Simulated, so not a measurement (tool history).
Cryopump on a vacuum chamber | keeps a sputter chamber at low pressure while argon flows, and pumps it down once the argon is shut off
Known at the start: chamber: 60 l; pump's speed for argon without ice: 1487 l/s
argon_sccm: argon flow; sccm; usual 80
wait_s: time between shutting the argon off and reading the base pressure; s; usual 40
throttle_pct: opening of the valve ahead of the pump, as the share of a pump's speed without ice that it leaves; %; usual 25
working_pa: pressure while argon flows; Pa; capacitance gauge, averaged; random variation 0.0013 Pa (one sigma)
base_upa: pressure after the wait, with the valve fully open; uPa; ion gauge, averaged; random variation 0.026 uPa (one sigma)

Run 1, hour 0.0: usual settings. Result: working_pa 0.3657 Pa, base_upa 2.45 uPa.
Run 2, hour 10.5: usual settings. Result: working_pa 0.3642 Pa, base_upa 2.48 uPa.
Run 3, hour 21.9: usual settings but wait_s 23 s. Result: working_pa 0.3654 Pa, base_upa 3.19 uPa.
Run 4, hour 35.5: usual settings but argon_sccm 78 sccm. Result: working_pa 0.3567 Pa, base_upa 2.53 uPa.
Run 5, hour 42.4: usual settings. Result: working_pa 0.3656 Pa, base_upa 2.52 uPa.
Run 6, hour 57.6: usual settings but throttle_pct 16 %. Result: working_pa 0.5690 Pa, base_upa 2.54 uPa.
Run 7, hour 64.8: usual settings but throttle_pct 16 %. Result: working_pa 0.5712 Pa, base_upa 2.52 uPa.
Run 8, hour 71.4: usual settings. Result: working_pa 0.3669 Pa, base_upa 2.51 uPa.
Run 9, hour 83.0: usual settings. Result: working_pa 0.3671 Pa, base_upa 2.60 uPa.
Run 10, hour 98.6: usual settings. Result: working_pa 0.3671 Pa, base_upa 2.60 uPa.
Run 11, hour 107.0: usual settings. Result: working_pa 0.3667 Pa, base_upa 2.51 uPa.
Run 12, hour 113.6: usual settings. Result: working_pa 0.3672 Pa, base_upa 2.60 uPa.
Run 13, hour 126.4: usual settings. Result: working_pa 0.3704 Pa, base_upa 2.61 uPa.
Run 14, hour 133.2: usual settings. Result: working_pa 0.3691 Pa, base_upa 2.61 uPa.
Run 15, hour 139.8: usual settings but argon_sccm 50 sccm, throttle_pct 20 %. Result: working_pa 0.2880 Pa, base_upa 2.60 uPa.
Run 16, hour 151.7: usual settings but argon_sccm 34 sccm. Result: working_pa 0.1562 Pa, base_upa 2.65 uPa.
Run 17, hour 166.8: usual settings but argon_sccm 102 sccm, wait_s 162 s, throttle_pct 53 %. Result: working_pa 0.2240 Pa, base_upa 1.88 uPa.
Run 18, hour 177.3: usual settings but argon_sccm 102 sccm, wait_s 162 s, throttle_pct 53 %. Result: working_pa 0.2253 Pa, base_upa 1.94 uPa.

The next listed run, before its measurement:
Run 19, hour 189.1: usual settings but argon_sccm 50 sccm, wait_s 96 s, throttle_pct 47 %. Result: working_pa ?, base_upa ?.

Run 19 gave working_pa 0.1243 Pa, base_upa 2.09 uPa.
Without the tool's hidden state the same run would have given working_pa 0.1216 Pa, base_upa 0.58 uPa.

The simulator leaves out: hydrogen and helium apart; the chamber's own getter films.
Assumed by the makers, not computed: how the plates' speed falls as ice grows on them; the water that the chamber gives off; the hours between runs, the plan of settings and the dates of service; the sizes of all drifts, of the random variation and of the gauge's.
